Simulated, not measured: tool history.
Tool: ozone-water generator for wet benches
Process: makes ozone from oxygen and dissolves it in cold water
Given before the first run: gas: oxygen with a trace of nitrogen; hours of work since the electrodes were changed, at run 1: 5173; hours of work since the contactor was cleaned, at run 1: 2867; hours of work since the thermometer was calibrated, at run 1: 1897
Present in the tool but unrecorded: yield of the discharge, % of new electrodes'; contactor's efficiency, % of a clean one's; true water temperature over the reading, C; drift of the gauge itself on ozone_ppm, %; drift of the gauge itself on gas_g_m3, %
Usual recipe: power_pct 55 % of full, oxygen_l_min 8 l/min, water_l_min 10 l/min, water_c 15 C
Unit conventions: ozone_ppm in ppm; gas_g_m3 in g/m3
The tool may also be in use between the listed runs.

run	hour	power_pct	oxygen_l_min	water_l_min	water_c	hours of work since the electrodes were changed	hours of work since the contactor was cleaned	hours of work since the thermometer was calibrated	ozone_ppm	gas_g_m3
1	0	55	8	10	15	5173	2867	1897	27.6	156.9
2	164.3	55	8	10	15	5304	2998	2028	27.7	157.4
3	312.8	55	8	10	15	5423	3117	2146	27.9	158.1
4	488.5	55	8	10	15	5563	3257	2286	27.8	155.3
5	637.3	58	8	10	15	5681	3375	2405	28.9	161.5
6	768.6	55	10.78	10	15	5786	3480	2510	24.6	127.3
7	852.8	55	8	10	15	5853	3547	2577	27.9	157.4
8	1056.5	55	8	10	15	6016	3710	2739	27.2	154.7
9	1245.6	55	8	10	15	6166	3860	2890	27.3	156.6
10	1353.8	55	8	10	15	6253	3947	2976	27.3	155
11	1498.4	55	8	10	10	6368	4062	3091	31	155.3
12	1594.7	55	8	10	10	6445	4139	3168	31	156.7
13	1798.1	55	8	10	10	6607	4301	3330	30.9	156.4
14	1914.9	55	8	10	10	6700	4394	3424	31.1	155
15	2085.6	55	8	10	10	6836	4530	3560	30.6	155.9
16	2186.7	55	8	10	10	6917	4611	3640	30.7	153.8
17	2319.2	55	8.31	9	15	7022	4716	3746	29.4	151.3
18	2445.2	55	5.52	9	15	7123	4817	3846	33.4	199.5
# hour 2464: water thermometer calibrated
19	2550.4	63	10.77	9	15	7206	4900	69	28.2	136.6
20	2740.9	55	8	10	14	7358	5052	221	28.6	155.3
21	2915.3	86	4.96	10	14	7497	5191	360	42.7	279.9
# hour 3009.3: contactor cleaned
22	3078.7	86	4.96	10	14	7624	55	487	42.4	275.6
23	3267.4	86	4.96	10	14	7775	206	637	43.2	279.3
24	3401.7	86	4.96	10	14	7882	313	744	43.6	277.6
25	3579	86	4.96	10	14	8023	454	886	42.9	280.5
26	3727.3	52	5.3	7	16	8142	572	1004	38.1	194.1
27	3826.5	52	5.3	7	16	8221	652	1083	38.1	195.7
# hour 3998: electrodes of the discharge changed
28	4029.3	83	8	10	15	25	808	1240	35.3	199
29	4161.3	83	8	10	15	130	914	1345	35.9	195.2
30	4343.9	55	5.5	10	15	276	1059	1491	31.1	198.6
31	4508.7	78	5.5	10	20	407	1191	1622	35	243.4
32	4672.4	78	5.5	9	13	538	1321	1753	43	244

Entry by entry between the runs, the difference in hidden state between the last listed run before and the first listed run after:
Between runs 18 and 19: water thermometer calibrated (hour 2464)
  true water temperature over the reading, C: 0.01 -> 0; drift of the gauge itself on gas_g_m3, %: -1.47 -> -1.54
  what was measured, less what the result would be without the hidden state, gas_g_m3: -3.4 -> -2.5 g/m3
Between runs 21 and 22: contactor cleaned (hour 3009.3)
  contactor's efficiency, % of a clean one's: 99.8 -> 100; drift of the gauge itself on gas_g_m3, %: -1.75 -> -1.85
  what was measured, less what the result would be without the hidden state, gas_g_m3: -5.9 -> -6.1 g/m3
Between runs 27 and 28: electrodes of the discharge changed (hour 3998)
  yield of the discharge, % of new electrodes': 99.7 -> 100; drift of the gauge itself on gas_g_m3, %: -2.3 -> -2.42
  what was measured, less what the result would be without the hidden state, gas_g_m3: -5.1 -> -4.9 g/m3

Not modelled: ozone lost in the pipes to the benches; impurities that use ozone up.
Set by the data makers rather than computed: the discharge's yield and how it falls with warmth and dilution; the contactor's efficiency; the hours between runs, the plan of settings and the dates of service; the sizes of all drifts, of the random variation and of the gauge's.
